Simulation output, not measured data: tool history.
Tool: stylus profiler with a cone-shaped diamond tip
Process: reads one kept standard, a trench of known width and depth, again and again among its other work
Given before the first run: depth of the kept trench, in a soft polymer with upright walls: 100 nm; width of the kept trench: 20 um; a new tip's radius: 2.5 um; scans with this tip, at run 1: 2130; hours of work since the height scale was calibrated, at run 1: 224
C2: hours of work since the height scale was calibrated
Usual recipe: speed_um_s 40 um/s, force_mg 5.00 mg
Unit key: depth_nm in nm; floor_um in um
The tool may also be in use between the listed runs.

run 1 day=0.000 | speed_um_s=40 force_mg=5.00 | scans_with_this_tip=2130 C2=224 | depth_nm=102.11 floor_um=18.35
run 2 day=1.038 | speed_um_s=40 force_mg=5.00 | scans_with_this_tip=2244 C2=235 | depth_nm=102.12 floor_um=18.43
run 3 day=2.892 | speed_um_s=10 force_mg=5.00 | scans_with_this_tip=2446 C2=257 | depth_nm=102.13 floor_um=18.48
run 4 day=4.646 | speed_um_s=40 force_mg=11.20 | scans_with_this_tip=2637 C2=277 | depth_nm=103.63 floor_um=18.41
run 5 day=6.138 | speed_um_s=40 force_mg=11.20 | scans_with_this_tip=2799 C2=294 | depth_nm=103.67 floor_um=18.49
run 6 day=7.750 | speed_um_s=40 force_mg=6.71 | scans_with_this_tip=2975 C2=312 | depth_nm=102.73 floor_um=18.40
run 7 day=8.792 | speed_um_s=40 force_mg=6.71 | scans_with_this_tip=3089 C2=324 | depth_nm=102.70 floor_um=18.37
run 8 day=10.154 | speed_um_s=40 force_mg=2.52 | scans_with_this_tip=3237 C2=340 | depth_nm=101.52 floor_um=18.35
run 9 day=11.658 | speed_um_s=40 force_mg=2.95 | scans_with_this_tip=3401 C2=357 | depth_nm=101.63 floor_um=18.36
run 10 day=13.112 | speed_um_s=36 force_mg=5.00 | scans_with_this_tip=3560 C2=374 | depth_nm=102.21 floor_um=18.44
run 11 day=13.929 | speed_um_s=36 force_mg=5.00 | scans_with_this_tip=3648 C2=383 | depth_nm=102.27 floor_um=18.40
run 12 day=14.762 | speed_um_s=36 force_mg=5.00 | scans_with_this_tip=3740 C2=392 | depth_nm=102.18 floor_um=18.39
run 13 day=15.679 | speed_um_s=36 force_mg=5.00 | scans_with_this_tip=3839 C2=403 | depth_nm=102.24 floor_um=18.37
run 14 day=17.046 | speed_um_s=36 force_mg=5.00 | scans_with_this_tip=3989 C2=419 | depth_nm=102.20 floor_um=18.40
run 15 day=18.871 | speed_um_s=43 force_mg=9.93 | scans_with_this_tip=4187 C2=439 | depth_nm=103.51 floor_um=18.38
run 16 day=20.158 | speed_um_s=22 force_mg=5.00 | scans_with_this_tip=4328 C2=454 | depth_nm=102.29 floor_um=18.37
run 17 day=21.158 | speed_um_s=57 force_mg=13.46 | scans_with_this_tip=4436 C2=466 | depth_nm=104.27 floor_um=18.34
run 18 day=22.808 | speed_um_s=13 force_mg=6.38 | scans_with_this_tip=4616 C2=484 | depth_nm=102.74 floor_um=18.44
run 19 day=24.379 | speed_um_s=12 force_mg=5.16 | scans_with_this_tip=4788 C2=502 | depth_nm=102.39 floor_um=18.41
run 20 day=25.804 | speed_um_s=17 force_mg=5.16 | scans_with_this_tip=4943 C2=519 | depth_nm=102.34 floor_um=18.40
run 21 day=27.592 | speed_um_s=69 force_mg=5.16 | scans_with_this_tip=5138 C2=539 | depth_nm=102.35 floor_um=18.20
run 22 day=28.579 | speed_um_s=126 force_mg=8.01 | scans_with_this_tip=5245 C2=550 | depth_nm=103.10 floor_um=18.21
run 23 day=30.000 | speed_um_s=126 force_mg=8.01 | scans_with_this_tip=5400 C2=567 | depth_nm=103.10 floor_um=18.19

Table of differences, measured result less the result of that run with no hidden state. Run-to-run variation is the same in both. Gauge scatter possibly is not:
Unlogged tool condition in this case: radius of the tip, um; height scale over the true one, %; drift of the gauge itself on depth_nm, %; drift of the gauge itself on floor_um, %.
run=1 depth_nm=+0.11 floor_um=-0.08
run=2 depth_nm=+0.12 floor_um=-0.08
run=3 depth_nm=+0.12 floor_um=-0.08
run=4 depth_nm=+0.14 floor_um=-0.10
run=5 depth_nm=+0.15 floor_um=-0.09
run=6 depth_nm=+0.15 floor_um=-0.11
run=7 depth_nm=+0.16 floor_um=-0.11
run=8 depth_nm=+0.16 floor_um=-0.11
run=9 depth_nm=+0.17 floor_um=-0.11
run=10 depth_nm=+0.18 floor_um=-0.12
run=11 depth_nm=+0.19 floor_um=-0.13
run=12 depth_nm=+0.19 floor_um=-0.13
run=13 depth_nm=+0.20 floor_um=-0.13
run=14 depth_nm=+0.20 floor_um=-0.13
run=15 depth_nm=+0.22 floor_um=-0.14
run=16 depth_nm=+0.22 floor_um=-0.14
run=17 depth_nm=+0.23 floor_um=-0.15
run=18 depth_nm=+0.24 floor_um=-0.16
run=19 depth_nm=+0.25 floor_um=-0.16
run=20 depth_nm=+0.25 floor_um=-0.16
run=21 depth_nm=+0.26 floor_um=-0.17
run=22 depth_nm=+0.27 floor_um=-0.17
run=23 depth_nm=+0.28 floor_um=-0.18
